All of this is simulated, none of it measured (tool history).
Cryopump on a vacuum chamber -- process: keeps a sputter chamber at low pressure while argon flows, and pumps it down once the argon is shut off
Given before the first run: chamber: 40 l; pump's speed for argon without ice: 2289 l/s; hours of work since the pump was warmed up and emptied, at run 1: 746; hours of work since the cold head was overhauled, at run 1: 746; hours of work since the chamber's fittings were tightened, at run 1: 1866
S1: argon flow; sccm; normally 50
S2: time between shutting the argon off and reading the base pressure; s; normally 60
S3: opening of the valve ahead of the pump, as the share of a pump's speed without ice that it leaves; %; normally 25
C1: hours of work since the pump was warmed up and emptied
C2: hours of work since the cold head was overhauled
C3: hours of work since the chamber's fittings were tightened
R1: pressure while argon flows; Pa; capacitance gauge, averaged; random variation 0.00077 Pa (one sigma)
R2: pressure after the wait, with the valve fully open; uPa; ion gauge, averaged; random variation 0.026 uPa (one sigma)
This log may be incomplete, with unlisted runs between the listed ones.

| run | hour | S1 | S2 | S3 | C1 | C2 | C3 | R1 | R2 |
|---|---|---|---|---|---|---|---|---|---|
| 1 | 0 | 50 | 60 | 25 | 746 | 746 | 1866 | 0.1528 | 1.97 |
| 2 | 14.8 | 50 | 60 | 25 | 758 | 758 | 1878 | 0.153 | 1.99 |
| 3 | 37 | 98 | 60 | 25 | 777 | 777 | 1897 | 0.302 | 2.02 |
| 4 | 65.9 | 50 | 60 | 25 | 801 | 801 | 1921 | 0.1534 | 2.01 |
| 5 | 79.4 | 50 | 60 | 25 | 813 | 813 | 1932 | 0.1533 | 2.06 |
| 6 | 92.1 | 50 | 75 | 25 | 823 | 823 | 1943 | 0.1539 | 1.81 |
| 7 | 117.6 | 50 | 75 | 25 | 845 | 845 | 1964 | 0.1531 | 1.84 |
| 8 | 144.9 | 49 | 60 | 25 | 868 | 868 | 1987 | 0.1513 | 2.09 |
| 9 | 171.7 | 49 | 60 | 25 | 890 | 890 | 2010 | 0.1497 | 2.14 |
| 10 | 187.7 | 40 | 60 | 25 | 904 | 904 | 2023 | 0.1235 | 2.03 |
| 11 | 209.6 | 40 | 55 | 25 | 922 | 922 | 2041 | 0.1236 | 2.26 |
| 12 | 225.9 | 50 | 60 | 25 | 936 | 936 | 2055 | 0.1549 | 2.08 |
| 13 | 254 | 50 | 60 | 25 | 959 | 959 | 2079 | 0.1548 | 2.17 |
| 14 | 282.3 | 50 | 60 | 20 | 983 | 983 | 2102 | 0.193 | 2.19 |
| 15 | 302.4 | 50 | 60 | 20 | 1000 | 1000 | 2119 | 0.1909 | 2.18 |
| 16 | 330 | 50 | 60 | 20 | 1023 | 1023 | 2142 | 0.1915 | 2.12 |
| 17 | 355 | 50 | 60 | 20 | 1044 | 1044 | 2164 | 0.1915 | 2.2 |
| 18 | 382.5 | 50 | 114 | 57 | 1067 | 1067 | 2187 | 0.0719 | 1.8 |
| 19 | 407.3 | 63 | 114 | 57 | 1088 | 1088 | 2207 | 0.092 | 1.74 |
| 20 | 421.1 | 63 | 114 | 57 | 1100 | 1100 | 2219 | 0.0905 | 1.76 |
| 21 | 437.2 | 63 | 114 | 57 | 1113 | 1113 | 2232 | 0.0915 | 1.8 |
| 22 | 450.1 | 29 | 21 | 25 | 1124 | 1124 | 2243 | 0.091 | 4.06 |
| 23 | 464.4 | 24 | 60 | 46 | 1136 | 1136 | 2255 | 0.0423 | 2.25 |
| 24 | 481.3 | 59 | 60 | 46 | 1150 | 1150 | 2269 | 0.1049 | 2.22 |
| 25 | 496.2 | 78 | 77 | 17 | 1163 | 1163 | 2282 | 0.3522 | 2.1 |
| 26 | 517.1 | 50 | 60 | 45 | 1180 | 1180 | 2300 | 0.0905 | 2.28 |
|  | 544.3 | pump warmed up, emptied and cooled again |
| 27 | 544.3 | 28 | 27 | 43 | 0 | 1199 | 2318 | 0.0483 | 3.19 |
| 28 | 564.1 | 28 | 27 | 43 | 17 | 1215 | 2335 | 0.0485 | 3.23 |
| 29 | 585.4 | 22 | 88 | 25 | 35 | 1233 | 2353 | 0.0656 | 1.83 |
| 30 | 602.5 | 30 | 60 | 33 | 49 | 1248 | 2367 | 0.0665 | 2.07 |
| 31 | 621.8 | 30 | 60 | 33 | 65 | 1264 | 2383 | 0.0678 | 2.04 |
| 32 | 650.3 | 36 | 59 | 25 | 89 | 1288 | 2407 | 0.1069 | 2.14 |
| 33 | 664.8 | 36 | 59 | 25 | 101 | 1300 | 2419 | 0.1073 | 2.13 |

Below, some changes in R1 between adjacent runs. For each, the amount present without the hidden state too (settings, incoming material, random variation) and the amount remaining for the hidden state with gauge scatter not shared by both compared results:
Unlogged tool condition in this case: pump's speed, % of a pump's without ice; cold plate's temperature, K; leak into the chamber, uPa l/s; drift of the gauge itself on working_pa, %; drift of the gauge itself on base_upa, %.
Run 2 -> 3: S1 50 -> 98. R1 +0.149 Pa: hidden state +0.0053, all else +0.1437.
Run 23 -> 24: S1 24 -> 59. R1 +0.0626 Pa: hidden state +0.0057, all else +0.0569.
Run 24 -> 25: S1 59 -> 78, S2 60 -> 77, S3 46 -> 17. R1 +0.2473 Pa: hidden state +0.0033, all else +0.244.
Run 25 -> 26: S1 78 -> 50, S2 77 -> 60, S3 17 -> 45. R1 -0.2617 Pa: hidden state -0.0045, all else -0.2572.
Run 26 -> 27: S1 50 -> 28, S2 60 -> 27, S3 45 -> 43, pump warmed up, emptied and cooled again. R1 -0.0422 Pa: hidden state -0.0082, all else -0.034.
